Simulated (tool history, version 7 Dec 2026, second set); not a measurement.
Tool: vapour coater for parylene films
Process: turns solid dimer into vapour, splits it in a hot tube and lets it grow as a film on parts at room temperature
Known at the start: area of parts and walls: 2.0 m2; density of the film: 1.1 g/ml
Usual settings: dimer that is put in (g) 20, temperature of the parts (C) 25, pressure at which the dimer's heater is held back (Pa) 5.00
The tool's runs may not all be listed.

run	hour	dimer that is put in (g)	temperature of the parts (C)	pressure at which the dimer's heater is held back (Pa)	thickness of the film (nm)
1	0.0	20	25	5.00	5040
# hour 9.2: trap's valve overhauled
2	55.5	20	25	2.41	5580
3	87.9	20	25	2.41	5580
4	129.7	20	25	5.00	5220
5	177.8	33	25	5.00	8540
6	233.4	20	25	5.00	5150
7	266.2	20	25	5.00	5110
8	296.8	20	25	11.60	4840
9	323.2	20	25	11.60	4810
10	374.5	20	25	3.16	5380
11	400.0	20	25	3.16	5330
12	436.1	20	25	4.05	5220
13	474.4	20	37	5.00	3630
# hour 479.4: table's thermometer calibrated
14	529.5	20	25	5.00	5210
15	579.8	20	25	5.00	5100
16	642.0	20	25	5.00	5090
# hour 664.9: trap's valve overhauled
17	682.8	20	25	5.00	5340
18	734.1	15	25	5.00	3970
19	786.4	10	25	5.00	2620
20	822.8	20	29	5.00	4730
21	856.6	20	29	5.00	4680
22	914.5	20	21	5.00	5780
23	949.5	20	21	5.00	5770
24	977.2	34	22	2.45	10140
25	1027.9	34	22	2.45	9980
26	1069.8	20	33	5.00	4110
27	1125.6	20	24	5.00	5320
28	1184.6	20	32	3.84	4350
29	1218.1	29	32	5.52	6120
30	1266.9	29	32	5.52	5970
# hour 1317.5: trap's valve overhauled
31	1317.9	29	32	5.52	6270

The next listed run, before its measurement:
32	1343.8	14	26	3.70	?

thickness of the film (nm): 3660
Without the tool's hidden state the same run would have given thickness of the film (nm) 3700.
